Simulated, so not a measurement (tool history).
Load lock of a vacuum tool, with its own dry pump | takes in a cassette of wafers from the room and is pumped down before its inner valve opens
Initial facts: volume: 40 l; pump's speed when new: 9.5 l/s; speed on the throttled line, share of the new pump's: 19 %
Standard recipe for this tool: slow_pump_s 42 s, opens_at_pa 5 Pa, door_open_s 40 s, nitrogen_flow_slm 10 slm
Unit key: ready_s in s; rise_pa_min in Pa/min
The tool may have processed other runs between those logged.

| run | hour | slow_pump_s | opens_at_pa | door_open_s | nitrogen_flow_slm | incoming humidity of the room's air, % | ready_s | rise_pa_min |
|---|---|---|---|---|---|---|---|---|
| 1 | 0 | 42 | 5 | 40 | 10 | 46 | 76.8 | 0.055 |
| 2 | 345.7 | 42 | 5 | 40 | 10 | 43.5 | 76.1 | 0.049 |
| 3 | 956.9 | 42 | 5 | 145 | 10 | 43.4 | 75.7 | 0.1 |
| 4 | 1490.6 | 42 | 5 | 40 | 10 | 46.9 | 75.4 | 0.054 |
|  | 1529.7 | door's seal changed, seat wiped |
| 5 | 1904.8 | 42 | 5 | 40 | 10 | 47.8 | 76.8 | 0.054 |
| 6 | 2286 | 42 | 5 | 40 | 10 | 45.6 | 76.4 | 0.049 |
| 7 | 2798.2 | 42 | 5 | 40 | 10 | 44.8 | 76.1 | 0.047 |
| 8 | 3156.2 | 42 | 5 | 40 | 10 | 43.4 | 76.4 | 0.046 |
| 9 | 3426.8 | 42 | 4 | 40 | 10 | 44 | 77.1 | 0.044 |
| 10 | 3769.6 | 42 | 5 | 54 | 10 | 49.3 | 76 | 0.067 |
| 11 | 4098.6 | 42 | 5 | 54 | 10 | 39.3 | 76.4 | 0.054 |
| 12 | 4475.5 | 42 | 5 | 54 | 10 | 44.5 | 76.6 | 0.056 |
| 13 | 4918.3 | 35 | 9 | 25 | 17 | 44.7 | 67.8 | 0.034 |
| 14 | 5262.2 | 42 | 5 | 57 | 4 | 45.4 | 75.2 | 0.073 |
| 15 | 5751.9 | 42 | 5 | 57 | 4 | 47.6 | 76.7 | 0.077 |
| 16 | 6050.5 | 42 | 4 | 57 | 20 | 46 | 77.6 | 0.056 |
| 17 | 6505.1 | 30 | 7 | 31 | 10 | 46.3 | 65.1 | 0.045 |
| 18 | 6908.1 | 42 | 5 | 133 | 8 | 47.2 | 76.6 | 0.108 |
| 19 | 7385.6 | 42 | 9 | 30 | 10 | 43.9 | 73.3 | 0.04 |
| 20 | 7844.2 | 25 | 8 | 110 | 15 | 39.8 | 60.4 | 0.071 |
| 21 | 8296.1 | 49 | 5 | 87 | 10 | 46.7 | 81.6 | 0.088 |
| 22 | 8794.2 | 56 | 5 | 99 | 28 | 45.1 | 87.7 | 0.064 |

Run 23 is up next; what results do you expect?
| 23 | 9388.8 | 56 | 5 | 99 | 28 | 46.3 | ? | ? |

{"run 23": {"ready_s": 88.2, "rise_pa_min": 0.064}}
With no hidden state in the tool, this same run would have given ready_s 88.2 s, rise_pa_min 0.063 Pa/min.

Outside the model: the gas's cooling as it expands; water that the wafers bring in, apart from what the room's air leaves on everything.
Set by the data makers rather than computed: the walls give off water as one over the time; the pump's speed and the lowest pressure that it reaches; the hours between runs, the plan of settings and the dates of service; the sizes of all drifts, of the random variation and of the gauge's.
